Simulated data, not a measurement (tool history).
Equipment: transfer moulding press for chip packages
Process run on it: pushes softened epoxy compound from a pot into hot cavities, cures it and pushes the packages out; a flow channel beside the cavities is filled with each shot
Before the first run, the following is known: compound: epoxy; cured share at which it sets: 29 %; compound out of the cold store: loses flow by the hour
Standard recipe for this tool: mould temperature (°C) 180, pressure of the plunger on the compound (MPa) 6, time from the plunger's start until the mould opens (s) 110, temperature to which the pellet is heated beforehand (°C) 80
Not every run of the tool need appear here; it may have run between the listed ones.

run	hour	mould temperature (°C)	pressure of the plunger on the compound (MPa)	time from the plunger's start until the mould opens (s)	temperature to which the pellet is heated beforehand (°C)	incoming compound's hours out of the cold store	length that the compound runs in the flow channel (mm)	greatest force on the pins that push the packages out (N)
1	0	180	6	110	80	29	648	770
# hour 5.8: cavities cleaned with cleaning compound and waxed
2	52.8	180	6	110	80	30.5	646	892
# hour 79.4: cavities cleaned with cleaning compound and waxed
3	83.2	180	6	110	85	47.4	590	467
# hour 107.7: plunger's sealing rings changed
4	142	180	6	110	85	15.3	751	761
# hour 154.9: cavities cleaned with cleaning compound and waxed
5	176.9	180	6	110	80	40.6	654	619
# hour 203.6: cavities cleaned with cleaning compound and waxed, once more
6	226	180	6	110	80	43.3	639	589
# hour 277.2: cavities cleaned with cleaning compound and waxed
7	287.5	180	6	110	80	17.6	735	580
8	335	180	6	110	80	30.1	685	778
# hour 354.5: cavities cleaned with cleaning compound and waxed
9	398.5	180	6	115	80	38	642	647
# hour 429.1: cavities cleaned with cleaning compound and waxed
10	432.3	180	5.24	115	80	46.2	569	459
11	491	180	6	110	80	13.5	729	798
# hour 507.3: cavities cleaned with cleaning compound and waxed
12	543.2	180	6	110	80	40.3	623	667
# hour 551.8: mould's thermocouples calibrated
# hour 584.4: cavities cleaned with cleaning compound and waxed
13	595.5	180	6	110	80	25.7	667	550
14	648.4	180	6	110	80	20.8	672	740
# hour 662.1: cavities cleaned with cleaning compound and waxed
15	697	175	6.11	110	80	30.1	665	861
# hour 712.2: plunger's sealing rings changed
16	728.2	177	6.02	147	81	19.9	758	648
# hour 738.1: cavities cleaned with cleaning compound and waxed
17	768.1	181	6	125	80	15.1	747	546
# hour 811.4: cavities cleaned with cleaning compound and waxed
18	833.3	174	6	131	76	16.2	785	689
# hour 884.9: cavities cleaned with cleaning compound and waxed
19	884.9	176	6	131	76	39.6	678	479
20	936.6	187	5.4	125	79	29.5	620	582
# hour 960.8: cavities cleaned with cleaning compound and waxed
21	986	179	6	95	80	27.6	683	865
# hour 1033.5: cavities cleaned with cleaning compound and waxed
22	1041.2	185	6	110	80	22.7	666	453
23	1067.6	185	6	110	80	45.1	592	558
# hour 1110: cavities cleaned with cleaning compound and waxed
24	1118	185	6	110	80	39.5	605	459
25	1153.1	175	6	128	80	14	750	778
# hour 1185.7: cavities cleaned with cleaning compound and waxed
26	1187.3	180	7.06	110	80	17.7	759	499

Branching from run 26: 4 alternative next runs. What would each branch give?
A	1227.2	180	7.06	138	80	24.2	?	?
B	1227.2	186	7.06	141	78	10	?	?
C	1227.2	187	7.06	110	80	27.7	?	?
D	1227.2	180	7.06	110	82	15.7	?	?

run	length that the compound runs in the flow channel (mm)	greatest force on the pins that push the packages out (N)
A	726	550
B	750	556
C	676	588
D	774	716
Had the tool no hidden state, the same runs would have come out as:
run	length that the compound runs in the flow channel (mm)	greatest force on the pins that push the packages out (N)
A	780	378
B	806	389
C	727	409
D	831	474
